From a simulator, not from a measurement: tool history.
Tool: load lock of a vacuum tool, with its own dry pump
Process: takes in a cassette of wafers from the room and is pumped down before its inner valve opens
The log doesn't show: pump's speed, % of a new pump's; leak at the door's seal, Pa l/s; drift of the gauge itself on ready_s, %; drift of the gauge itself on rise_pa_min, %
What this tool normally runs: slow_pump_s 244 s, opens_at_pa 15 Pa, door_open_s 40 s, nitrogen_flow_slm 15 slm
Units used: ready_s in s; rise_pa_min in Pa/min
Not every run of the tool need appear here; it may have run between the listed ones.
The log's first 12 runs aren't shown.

run,hour,slow_pump_s,opens_at_pa,door_open_s,nitrogen_flow_slm,hours that the pump has run since its overhaul,times that the door has closed on its seal,"incoming humidity of the room's air, %",ready_s,rise_pa_min
13,1529.9,244,15,60,15,6463,15106,45.8,349.8,0.034
14,1695.1,244,15,40,18,6628,15747,45.2,351.5,0.025
15,1824,244,15,40,18,6757,16247,44.2,351.6,0.021
16,1928.4,244,15,40,15,6862,16652,42.4,348.3,0.022
17,2095.1,244,15,40,15,7028,17299,45.3,346.9,0.03
18,2201.5,244,18,40,15,7135,17712,46.1,343.1,0.026
19,2295.9,124,18,40,11,7229,18079,45.8,236.5,0.035
20,2396.1,124,18,40,11,7329,18467,46.5,238.8,0.034
21,2498.4,124,20,40,11,7432,18864,45.8,236.9,0.033
22,2583.9,470,17,129,8,7517,19196,43.7,548.7,0.068
23,2676.7,470,17,129,8,7610,19556,47.3,550.1,0.08
24,2807,260,17,129,13,7740,20062,47.2,360.2,0.067
25,2922.6,175,17,48,17,7856,20510,45,285.1,0.036
26,3087.8,136,12,48,17,8021,21152,41.5,256.9,0.028
27,3211.4,244,15,64,6,8145,21631,45.7,349.6,0.047
28,3286.5,244,15,64,6,8220,21922,46,350.8,0.044
29,3442.1,275,15,40,27,8375,22526,45.8,378.2,0.029
30,3522.9,275,15,40,27,8456,22840,45.3,376.1,0.024
31,3637,460,26,225,18,8570,23282,45.5,539.3,0.093
32,3716.7,249,12,116,29,8650,23592,47.3,358.6,0.044
33,3836.9,249,12,100,29,8770,24058,44.5,356.8,0.04
34,3965.7,249,12,100,29,8899,24558,46.1,355.6,0.041
35,4086.6,244,15,72,9,9020,25027,43.6,347.4,0.045
36,4172.3,138,19,40,14,9106,25360,43.5,250.7,0.03

Branching from run 36: 3 alternative next runs. What would each branch give?
A,4315.3,389,15,27,15,9249,25914,45,?,?
B,4315.3,284,12,40,14,9249,25914,43.7,?,?
C,4315.3,122,17,40,24,9249,25914,43.5,?,?

run,ready_s,rise_pa_min
A,480.6,0.016
B,390.3,0.024
C,238.1,0.024
Had the tool no hidden state, the same runs would have come out as:
run,ready_s,rise_pa_min
A,480.5,0.014
B,390.2,0.023
C,238,0.022

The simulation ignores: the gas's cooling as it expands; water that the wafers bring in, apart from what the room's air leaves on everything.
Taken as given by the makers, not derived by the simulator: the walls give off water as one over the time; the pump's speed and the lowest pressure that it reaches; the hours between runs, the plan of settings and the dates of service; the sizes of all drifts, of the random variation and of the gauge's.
